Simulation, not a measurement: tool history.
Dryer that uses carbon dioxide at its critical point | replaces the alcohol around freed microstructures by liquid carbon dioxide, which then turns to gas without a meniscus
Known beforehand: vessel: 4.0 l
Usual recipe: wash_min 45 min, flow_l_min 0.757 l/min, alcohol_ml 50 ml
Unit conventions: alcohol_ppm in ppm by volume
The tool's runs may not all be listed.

| run | hour | wash_min | flow_l_min | alcohol_ml | alcohol_ppm |
|---|---|---|---|---|---|
| 1 | 0.0 | 45 | 0.757 | 50 | 110 |
| 2 | 30.8 | 45 | 0.757 | 50 | 123 |
| 3 | 54.9 | 61 | 0.757 | 50 | 102 |
| 4 | 78.4 | 61 | 0.757 | 50 | 108 |
| 5 | 97.0 | 45 | 0.757 | 50 | 128 |
| 6 | 124.3 | 45 | 0.757 | 50 | 121 |
| 7 | 149.4 | 45 | 0.757 | 50 | 139 |
| 8 | 171.3 | 45 | 0.757 | 50 | 134 |
| 9 | 190.7 | 45 | 0.757 | 50 | 126 |
| 10 | 228.6 | 32 | 1.247 | 29 | 122 |
| 11 | 260.8 | 68 | 0.457 | 46 | 154 |
| 12 | 290.9 | 68 | 0.457 | 46 | 174 |
| 13 | 328.4 | 68 | 0.457 | 46 | 157 |
| 14 | 350.0 | 31 | 0.606 | 27 | 360 |
| 15 | 386.1 | 31 | 0.606 | 27 | 357 |
| 16 | 407.9 | 58 | 0.511 | 37 | 172 |
| 17 | 430.3 | 58 | 0.511 | 37 | 174 |

Difference, measured minus no-hidden-state, one row per run. Run-to-run variation is common to both terms; the gauge's own scatter need not be:
Unlogged tool condition in this case: flow that reaches the vessel past the clogged filter, %; alcohol in the recycled carbon dioxide, ppm; drift of the gauge itself on alcohol_ppm, %.
| run | alcohol_ppm |
|---|---|
| 1 | +88 |
| 2 | +93 |
| 3 | +94 |
| 4 | +95 |
| 5 | +97 |
| 6 | +103 |
| 7 | +106 |
| 8 | +105 |
| 9 | +105 |
| 10 | +108 |
| 11 | +114 |
| 12 | +118 |
| 13 | +120 |
| 14 | +136 |
| 15 | +138 |
| 16 | +122 |
| 17 | +127 |

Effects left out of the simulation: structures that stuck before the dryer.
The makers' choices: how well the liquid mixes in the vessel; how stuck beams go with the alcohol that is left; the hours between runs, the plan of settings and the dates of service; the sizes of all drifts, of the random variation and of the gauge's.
